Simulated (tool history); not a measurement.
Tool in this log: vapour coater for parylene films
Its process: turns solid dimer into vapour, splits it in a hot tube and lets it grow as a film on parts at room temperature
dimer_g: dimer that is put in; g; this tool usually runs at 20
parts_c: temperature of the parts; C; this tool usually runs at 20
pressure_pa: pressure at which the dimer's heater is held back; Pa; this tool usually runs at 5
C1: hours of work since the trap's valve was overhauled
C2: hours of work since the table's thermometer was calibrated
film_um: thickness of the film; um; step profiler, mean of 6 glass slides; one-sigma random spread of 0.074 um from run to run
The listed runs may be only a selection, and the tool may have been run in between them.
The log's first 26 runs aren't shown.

Run 27, hour 529.4: usual settings but dimer_g 11 g, parts_c 12 C, pressure_pa 5.71 Pa; C1 223; C2 322. Result: film_um 5.86 um.
Run 28, hour 541.2: usual settings but dimer_g 13 g, parts_c 28 C, pressure_pa 5.71 Pa; C1 229; C2 328. Result: film_um 5.41 um.
Run 29, hour 559.2: usual settings but dimer_g 13 g, parts_c 28 C, pressure_pa 5.71 Pa; C1 238; C2 337. Result: film_um 5.39 um.
Run 30, hour 583.6: usual settings but parts_c 15 C, pressure_pa 6.02 Pa; C1 250; C2 349. Result: film_um 10.05 um.
Run 31, hour 598.7: usual settings but dimer_g 33 g, pressure_pa 9.23 Pa; C1 258; C2 357. Result: film_um 14.76 um.
Run 32, hour 621.1: usual settings but dimer_g 33 g, pressure_pa 9.23 Pa; C1 269; C2 368. Result: film_um 14.57 um.
Run 33, hour 648.3: usual settings but pressure_pa 4.41 Pa; C1 283; C2 382. Result: film_um 9.27 um.
Run 34, hour 667.5: usual settings but dimer_g 11 g, pressure_pa 4.41 Pa; C1 293; C2 391. Result: film_um 5.13 um.
At hour 673.4: trap's valve overhauled.
Run 35, hour 691.4: usual settings but dimer_g 32 g, parts_c 17 C, pressure_pa 4.11 Pa; C1 9; C2 401. Result: film_um 17.78 um.
Run 36, hour 713.8: usual settings but dimer_g 16 g, parts_c 19 C, pressure_pa 9.1 Pa; C1 20; C2 412. Result: film_um 8 um.
Run 37, hour 741.9: usual settings but dimer_g 16 g, parts_c 19 C, pressure_pa 9.1 Pa; C1 34; C2 427. Result: film_um 7.93 um.
Run 38, hour 766.3: usual settings but dimer_g 8 g, parts_c 13 C; C1 47; C2 439. Result: film_um 4.66 um.
Run 39, hour 793.8: usual settings but dimer_g 18 g, parts_c 23 C, pressure_pa 2.61 Pa; C1 60; C2 453. Result: film_um 9.14 um.
Run 40, hour 808: usual settings but dimer_g 18 g, parts_c 23 C, pressure_pa 2.61 Pa; C1 68; C2 460. Result: film_um 9.26 um.
Run 41, hour 824: usual settings but dimer_g 18 g, parts_c 23 C, pressure_pa 2.61 Pa; C1 76; C2 468. Result: film_um 9.13 um.
Run 42, hour 852.9: usual settings but dimer_g 35 g, pressure_pa 2.47 Pa; C1 90; C2 482. Result: film_um 18.52 um.
Run 43, hour 871.5: usual settings but dimer_g 12 g; C1 99; C2 492. Result: film_um 6.07 um.
Run 44, hour 894.3: usual settings but dimer_g 12 g; C1 111; C2 503. Result: film_um 5.96 um.
Run 45, hour 919.6: usual settings but dimer_g 18 g; C1 123; C2 516. Result: film_um 8.83 um.
Run 46, hour 934.1: usual settings but dimer_g 11 g, parts_c 24 C, pressure_pa 6.24 Pa; C1 131; C2 523. Result: film_um 5 um.

3 options for the next run, each taken on its own from the tool as it stands now. Forecast them:
Run A, hour 952.2: usual settings but dimer_g 10 g, parts_c 24 C, pressure_pa 6.24 Pa; C1 140; C2 532. Result: film_um ?.
Run B, hour 952.2: usual settings but dimer_g 31 g, parts_c 13 C, pressure_pa 6.24 Pa; C1 140; C2 532. Result: film_um ?.
Run C, hour 952.2: usual settings but dimer_g 10 g, parts_c 27 C, pressure_pa 4.34 Pa; C1 140; C2 532. Result: film_um ?.

run  film_um
  A     4.53
  B    16.74
  C     4.39
Stripped of hidden state, with their random variation kept, the same runs would have yielded:
run  film_um
  A     4.82
  B    17.82
  C     4.68
